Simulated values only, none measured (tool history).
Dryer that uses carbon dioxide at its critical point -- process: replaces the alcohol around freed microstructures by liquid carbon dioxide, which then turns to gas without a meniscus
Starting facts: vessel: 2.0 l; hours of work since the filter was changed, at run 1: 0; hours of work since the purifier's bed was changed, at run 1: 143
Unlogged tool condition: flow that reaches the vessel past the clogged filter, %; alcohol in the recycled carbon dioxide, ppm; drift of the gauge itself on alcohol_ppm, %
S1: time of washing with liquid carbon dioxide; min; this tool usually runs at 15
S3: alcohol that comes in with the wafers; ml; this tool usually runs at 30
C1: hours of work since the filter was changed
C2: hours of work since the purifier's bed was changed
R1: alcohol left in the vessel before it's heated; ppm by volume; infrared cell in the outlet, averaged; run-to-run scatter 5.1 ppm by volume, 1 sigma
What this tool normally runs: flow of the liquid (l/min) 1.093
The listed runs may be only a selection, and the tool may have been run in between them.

{"run": 1, "hour": 0.0, "S1": 15, "flow of the liquid (l/min)": 1.093, "S3": 30, "C1": 0, "C2": 143, "R1": 72}
{"run": 2, "hour": 35.6, "S1": 15, "flow of the liquid (l/min)": 1.093, "S3": 30, "C1": 23, "C2": 166, "R1": 80}
{"run": 3, "hour": 79.7, "S1": 15, "flow of the liquid (l/min)": 1.093, "S3": 30, "C1": 51, "C2": 194, "R1": 88}
{"run": 4, "hour": 135.4, "S1": 15, "flow of the liquid (l/min)": 1.093, "S3": 30, "C1": 87, "C2": 230, "R1": 92}
{"run": 5, "hour": 170.4, "S1": 15, "flow of the liquid (l/min)": 1.093, "S3": 30, "C1": 110, "C2": 253, "R1": 99}
{"run": 6, "hour": 210.9, "S1": 15, "flow of the liquid (l/min)": 1.093, "S3": 30, "C1": 136, "C2": 279, "R1": 101}
{"run": 7, "hour": 266.9, "S1": 15, "flow of the liquid (l/min)": 1.093, "S3": 30, "C1": 172, "C2": 315, "R1": 120}
{"run": 8, "hour": 291.1, "S1": 15, "flow of the liquid (l/min)": 1.05, "S3": 30, "C1": 187, "C2": 330, "R1": 126}
{"run": 9, "hour": 326.5, "S1": 15, "flow of the liquid (l/min)": 1.093, "S3": 24, "C1": 210, "C2": 353, "R1": 104}
{"run": 10, "hour": 355.0, "S1": 15, "flow of the liquid (l/min)": 1.093, "S3": 24, "C1": 228, "C2": 371, "R1": 120}
{"run": 11, "hour": 387.6, "S1": 15, "flow of the liquid (l/min)": 1.093, "S3": 24, "C1": 249, "C2": 392, "R1": 117}
{"run": 12, "hour": 447.2, "S1": 15, "flow of the liquid (l/min)": 1.093, "S3": 24, "C1": 288, "C2": 431, "R1": 121}
{"run": 13, "hour": 491.9, "S1": 15, "flow of the liquid (l/min)": 1.093, "S3": 24, "C1": 316, "C2": 459, "R1": 124}
{"run": 14, "hour": 550.9, "S1": 15, "flow of the liquid (l/min)": 1.093, "S3": 24, "C1": 354, "C2": 497, "R1": 135}
{"run": 15, "hour": 604.5, "S1": 15, "flow of the liquid (l/min)": 0.71, "S3": 30, "C1": 389, "C2": 532, "R1": 504}
{"run": 16, "hour": 635.6, "S1": 15, "flow of the liquid (l/min)": 0.71, "S3": 21, "C1": 409, "C2": 552, "R1": 383}
{"run": 17, "hour": 673.6, "S1": 15, "flow of the liquid (l/min)": 0.71, "S3": 21, "C1": 433, "C2": 576, "R1": 392}
{"run": 18, "hour": 710.1, "S1": 15, "flow of the liquid (l/min)": 0.71, "S3": 21, "C1": 457, "C2": 600, "R1": 406}
{"run": 19, "hour": 740.9, "S1": 15, "flow of the liquid (l/min)": 0.71, "S3": 21, "C1": 477, "C2": 620, "R1": 397}
{"hour": 763.4, "done": "inlet filter changed"}
{"run": 20, "hour": 795.9, "S1": 15, "flow of the liquid (l/min)": 0.71, "S3": 21, "C1": 21, "C2": 654, "R1": 357}
{"run": 21, "hour": 820.8, "S1": 15, "flow of the liquid (l/min)": 0.71, "S3": 21, "C1": 37, "C2": 670, "R1": 364}
{"run": 22, "hour": 864.2, "S1": 20, "flow of the liquid (l/min)": 1.093, "S3": 76, "C1": 65, "C2": 698, "R1": 141}
{"run": 23, "hour": 920.0, "S1": 15, "flow of the liquid (l/min)": 1.27, "S3": 53, "C1": 101, "C2": 734, "R1": 163}
{"run": 24, "hour": 969.6, "S1": 19, "flow of the liquid (l/min)": 0.73, "S3": 53, "C1": 133, "C2": 766, "R1": 357}
{"run": 25, "hour": 1028.2, "S1": 19, "flow of the liquid (l/min)": 0.73, "S3": 53, "C1": 170, "C2": 804, "R1": 361}
{"run": 26, "hour": 1069.1, "S1": 19, "flow of the liquid (l/min)": 0.73, "S3": 53, "C1": 197, "C2": 830, "R1": 360}
{"run": 27, "hour": 1099.1, "S1": 17, "flow of the liquid (l/min)": 1.72, "S3": 22, "C1": 216, "C2": 849, "R1": 144}
{"run": 28, "hour": 1153.9, "S1": 13, "flow of the liquid (l/min)": 1.05, "S3": 55, "C1": 251, "C2": 885, "R1": 411}
{"run": 29, "hour": 1202.0, "S1": 13, "flow of the liquid (l/min)": 1.05, "S3": 55, "C1": 282, "C2": 916, "R1": 428}
{"run": 30, "hour": 1242.6, "S1": 13, "flow of the liquid (l/min)": 0.69, "S3": 55, "C1": 308, "C2": 942, "R1": 1445}
{"run": 31, "hour": 1272.0, "S1": 15, "flow of the liquid (l/min)": 0.89, "S3": 35, "C1": 327, "C2": 961, "R1": 346}
{"run": 32, "hour": 1323.4, "S1": 15, "flow of the liquid (l/min)": 0.84, "S3": 35, "C1": 360, "C2": 994, "R1": 414}
{"run": 33, "hour": 1356.2, "S1": 15, "flow of the liquid (l/min)": 0.84, "S3": 35, "C1": 381, "C2": 1015, "R1": 436}
{"run": 34, "hour": 1406.7, "S1": 11, "flow of the liquid (l/min)": 0.84, "S3": 25, "C1": 414, "C2": 1047, "R1": 743}
{"run": 35, "hour": 1447.6, "S1": 15, "flow of the liquid (l/min)": 1.093, "S3": 29, "C1": 440, "C2": 1074, "R1": 245}
{"run": 36, "hour": 1476.6, "S1": 10, "flow of the liquid (l/min)": 0.91, "S3": 48, "C1": 459, "C2": 1092, "R1": 1362}
{"hour": 1527.8, "done": "inlet filter changed"}
{"run": 37, "hour": 1532.3, "S1": 10, "flow of the liquid (l/min)": 0.91, "S3": 48, "C1": 3, "C2": 1127, "R1": 1183}
{"run": 38, "hour": 1586.9, "S1": 17, "flow of the liquid (l/min)": 1.093, "S3": 30, "C1": 38, "C2": 1163, "R1": 222}

For run 39, what comes out?
{"run": 39, "hour": 1624.6, "S1": 14, "flow of the liquid (l/min)": 1.09, "S3": 60, "C1": 62, "C2": 1187, "R1": "?"}

{"run 39": {"R1": 357}}
On a tool with no hidden condition, and with the same random variation, this run would have come out at R1 154 ppm by volume.

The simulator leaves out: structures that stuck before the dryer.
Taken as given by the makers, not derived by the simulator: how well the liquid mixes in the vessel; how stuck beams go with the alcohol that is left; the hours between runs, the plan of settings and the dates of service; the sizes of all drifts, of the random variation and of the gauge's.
